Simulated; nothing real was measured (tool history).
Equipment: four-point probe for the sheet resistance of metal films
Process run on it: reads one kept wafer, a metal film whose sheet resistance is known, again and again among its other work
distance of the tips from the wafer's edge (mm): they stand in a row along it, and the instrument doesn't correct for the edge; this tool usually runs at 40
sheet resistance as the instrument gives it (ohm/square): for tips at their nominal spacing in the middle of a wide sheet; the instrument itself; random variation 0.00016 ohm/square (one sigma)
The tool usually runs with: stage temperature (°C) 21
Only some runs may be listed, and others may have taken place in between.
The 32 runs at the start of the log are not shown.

| run | day | stage temperature (°C) | distance of the tips from the wafer's edge (mm) | sheet resistance as the instrument gives it (ohm/square) |
|---|---|---|---|---|
| 33 | 78.567 | 30 | 33 | 0.798669 |
| 34 | 80.329 | 30 | 33 | 0.798002 |
| 35 | 82.267 | 34 | 42 | 0.801299 |
| 36 | 85.750 | 23 | 53 | 0.793113 |
| 37 | 87.467 | 19 | 12 | 0.791142 |
| 38 | 88.975 | 19 | 12 | 0.790790 |
| 39 | 90.988 | 19 | 16 | 0.790912 |
| 40 | 93.721 | 24 | 5 | 0.798316 |
| 41 | 95.742 | 24 | 5 | 0.798102 |
| 42 | 97.542 | 23 | 35 | 0.793105 |
| 43 | 100.183 | 23 | 35 | 0.793244 |
| 44 | 103.300 | 28 | 12 | 0.797425 |
| 45 | 105.508 | 21 | 34 | 0.791767 |

4 options for the next run, each taken on its own from the tool as it stands now. Forecast them:
| A | 107.175 | 21 | 13 | ? |
| B | 107.175 | 25 | 34 | ? |
| C | 107.175 | 19 | 40 | ? |
| D | 107.175 | 21 | 7 | ? |

| run | sheet resistance as the instrument gives it (ohm/square) |
|---|---|
| A | 0.792201 |
| B | 0.794790 |
| C | 0.790358 |
| D | 0.793964 |
The same runs, with their run-to-run variation unchanged, on a tool lacking any hidden condition would have given:
| run | sheet resistance as the instrument gives it (ohm/square) |
|---|---|
| A | 0.792201 |
| B | 0.794791 |
| C | 0.790358 |
| D | 0.793964 |

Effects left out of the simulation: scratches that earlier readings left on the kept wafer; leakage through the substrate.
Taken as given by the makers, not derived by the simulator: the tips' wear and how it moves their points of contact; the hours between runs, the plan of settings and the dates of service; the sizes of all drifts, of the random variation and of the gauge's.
